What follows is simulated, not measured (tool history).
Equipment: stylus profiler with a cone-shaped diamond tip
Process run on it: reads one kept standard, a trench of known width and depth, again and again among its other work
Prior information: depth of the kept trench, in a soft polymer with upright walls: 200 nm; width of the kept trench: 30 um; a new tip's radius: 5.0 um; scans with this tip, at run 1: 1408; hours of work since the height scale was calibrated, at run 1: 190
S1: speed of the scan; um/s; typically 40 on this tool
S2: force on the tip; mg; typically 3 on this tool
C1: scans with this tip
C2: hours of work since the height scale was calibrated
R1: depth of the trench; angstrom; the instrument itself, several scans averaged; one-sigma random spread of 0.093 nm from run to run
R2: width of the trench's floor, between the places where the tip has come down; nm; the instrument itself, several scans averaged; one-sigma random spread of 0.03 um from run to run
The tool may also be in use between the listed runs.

Run 1, hour 0: usual settings; C1 1408; C2 190. Result: R1 2018 angstrom, R2 27010 nm.
Run 2, hour 32.5: usual settings but S2 6.42 mg; C1 1593; C2 214. Result: R1 2030 angstrom, R2 27100 nm.
Run 3, hour 54.3: usual settings but S1 20 um/s; C1 1716; C2 231. Result: R1 2017.2 angstrom, R2 27080 nm.
Run 4, hour 96.7: usual settings but S1 20 um/s; C1 1957; C2 263. Result: R1 2018.6 angstrom, R2 27080 nm.
Run 5, hour 128.1: usual settings but S1 20 um/s; C1 2135; C2 287. Result: R1 2017.2 angstrom, R2 27100 nm.
Run 6, hour 166.1: usual settings but S1 20 um/s; C1 2351; C2 317. Result: R1 2018.7 angstrom, R2 27090 nm.
Run 7, hour 197.1: usual settings but S1 20 um/s; C1 2527; C2 340. Result: R1 2019.2 angstrom, R2 27050 nm.
Run 8, hour 226.7: usual settings; C1 2695; C2 363. Result: R1 2018.8 angstrom, R2 26970 nm.
Run 9, hour 260.1: usual settings; C1 2885; C2 388. Result: R1 2017.4 angstrom, R2 26970 nm.
Run 10, hour 290.9: usual settings; C1 3060; C2 412. Result: R1 2017.8 angstrom, R2 27010 nm.
Run 11, hour 319.8: usual settings but S1 39 um/s; C1 3224; C2 434. Result: R1 2019 angstrom, R2 27030 nm.
Run 12, hour 353.4: usual settings; C1 3414; C2 460. Result: R1 2017.6 angstrom, R2 26930 nm.
Run 13, hour 388.7: usual settings; C1 3615; C2 487. Result: R1 2019 angstrom, R2 27010 nm.
Run 14, hour 414.8: usual settings but S2 1.04 mg; C1 3763; C2 507. Result: R1 2009.9 angstrom, R2 26810 nm.
Run 15, hour 435.1: usual settings but S2 1.04 mg; C1 3879; C2 522. Result: R1 2007.6 angstrom, R2 26840 nm.
Run 16, hour 466.2: usual settings but S2 1.04 mg; C1 4055; C2 546. Result: R1 2009.5 angstrom, R2 26840 nm.
Run 17, hour 494.1: usual settings but S2 1.04 mg; C1 4213; C2 567. Result: R1 2008.6 angstrom, R2 26830 nm.
Run 18, hour 530.2: usual settings but S2 1.04 mg; C1 4418; C2 595. Result: R1 2009.1 angstrom, R2 26780 nm.
Run 19, hour 561.2: usual settings; C1 4595; C2 619. Result: R1 2017.6 angstrom, R2 27010 nm.
Run 20, hour 600.3: usual settings; C1 4816; C2 648. Result: R1 2018.3 angstrom, R2 26950 nm.
Run 21, hour 635.5: usual settings; C1 5016; C2 675. Result: R1 2018.4 angstrom, R2 26990 nm.
Run 22, hour 658.5: usual settings but S1 21 um/s; C1 5147; C2 693. Result: R1 2017 angstrom, R2 27070 nm.
Run 23, hour 680.3: usual settings but S1 21 um/s; C1 5271; C2 710. Result: R1 2017.8 angstrom, R2 27090 nm.
Run 24, hour 711.6: usual settings but S1 35 um/s, S2 3.97 mg; C1 5448; C2 733. Result: R1 2019.9 angstrom, R2 27050 nm.
Run 25, hour 748: usual settings but S1 95 um/s, S2 4.38 mg; C1 5655; C2 761. Result: R1 2023.1 angstrom, R2 26790 nm.
Run 26, hour 770.1: usual settings but S1 95 um/s, S2 4.38 mg; C1 5780; C2 778. Result: R1 2022.9 angstrom, R2 26730 nm.
Run 27, hour 790: usual settings but S1 95 um/s, S2 4.38 mg; C1 5894; C2 793. Result: R1 2022 angstrom, R2 26740 nm.
Run 28, hour 808.4: usual settings but S1 95 um/s, S2 4.38 mg; C1 5998; C2 807. Result: R1 2024.6 angstrom, R2 26790 nm.
Run 29, hour 832.1: usual settings but S1 95 um/s, S2 4.38 mg; C1 6133; C2 826. Result: R1 2023.2 angstrom, R2 26770 nm.
Run 30, hour 873.7: usual settings but S1 132 um/s, S2 2.81 mg; C1 6369; C2 857. Result: R1 2015.6 angstrom, R2 26430 nm.
Run 31, hour 896.8: usual settings but S1 34 um/s, S2 5.1 mg; C1 6500; C2 875. Result: R1 2026.4 angstrom, R2 27030 nm.
Run 32, hour 918.2: usual settings but S1 23 um/s, S2 1.62 mg; C1 6621; C2 891. Result: R1 2012.6 angstrom, R2 27070 nm.
Run 33, hour 941.6: usual settings but S1 109 um/s, S2 8.7 mg; C1 6754; C2 909. Result: R1 2036.8 angstrom, R2 26910 nm.
Run 34, hour 974.6: usual settings but S1 93 um/s; C1 6941; C2 934. Result: R1 2019.7 angstrom, R2 26710 nm.
Run 35, hour 997.1: usual settings but S1 33 um/s, S2 1.09 mg; C1 7069; C2 952. Result: R1 2010.5 angstrom, R2 26920 nm.
Run 36, hour 1035.1: usual settings but S1 33 um/s, S2 1.09 mg; C1 7285; C2 981. Result: R1 2010.4 angstrom, R2 26850 nm.
Run 37, hour 1066.5: usual settings but S1 29 um/s, S2 4.52 mg; C1 7463; C2 1005. Result: R1 2023.9 angstrom, R2 27020 nm.
Run 38, hour 1097.3: usual settings but S1 131 um/s, S2 6.98 mg; C1 7638; C2 1028. Result: R1 2032.4 angstrom, R2 26730 nm.
Run 39, hour 1114.7: usual settings but S1 46 um/s, S2 1.06 mg; C1 7737; C2 1042. Result: R1 2009.2 angstrom, R2 26790 nm.
Run 40, hour 1150.8: usual settings but S1 46 um/s, S2 1.06 mg; C1 7942; C2 1069. Result: R1 2009.8 angstrom, R2 26800 nm.
Run 41, hour 1177.2: usual settings but S1 46 um/s, S2 1.06 mg; C1 8092; C2 1089. Result: R1 2008.9 angstrom, R2 26820 nm.
Run 42, hour 1195.7: usual settings but S1 46 um/s, S2 1.06 mg; C1 8197; C2 1103. Result: R1 2008.5 angstrom, R2 26790 nm.
Run 43, hour 1228.3: usual settings but S1 46 um/s, S2 1.06 mg; C1 8382; C2 1128. Result: R1 2009.5 angstrom, R2 26800 nm.
Run 44, hour 1268.5: usual settings but S1 33 um/s; C1 8610; C2 1159. Result: R1 2016.7 angstrom, R2 27060 nm.
Run 45, hour 1288.2: usual settings but S1 22 um/s, S2 1.17 mg; C1 8722; C2 1174. Result: R1 2011.5 angstrom, R2 27000 nm.
Run 46, hour 1312.9: usual settings but S1 153 um/s; C1 8862; C2 1193. Result: R1 2017.8 angstrom, R2 26390 nm.

4 options for the next run, each taken on its own from the tool as it stands now. Forecast them:
Run A, hour 1347.4: usual settings but S1 45 um/s, S2 4.74 mg; C1 9058; C2 1219. Result: R1 ?, R2 ?.
Run B, hour 1347.4: usual settings but S1 22 um/s, S2 2.68 mg; C1 9058; C2 1219. Result: R1 ?, R2 ?.
Run C, hour 1347.4: usual settings but S1 37 um/s; C1 9058; C2 1219. Result: R1 ?, R2 ?.
Run D, hour 1347.4: usual settings but S1 14 um/s, S2 1.29 mg; C1 9058; C2 1219. Result: R1 ?, R2 ?.

run      R1     R2
  A  2025.5  27030
  B  2016.2  27060
  C  2016.9  27030
  D  2010.4  27090
The same runs, with their run-to-run variation unchanged, on a tool lacking any hidden condition would have given:
run      R1     R2
  A  2025.4  27050
  B  2016.1  27080
  C  2016.8  27050
  D  2010.3  27110
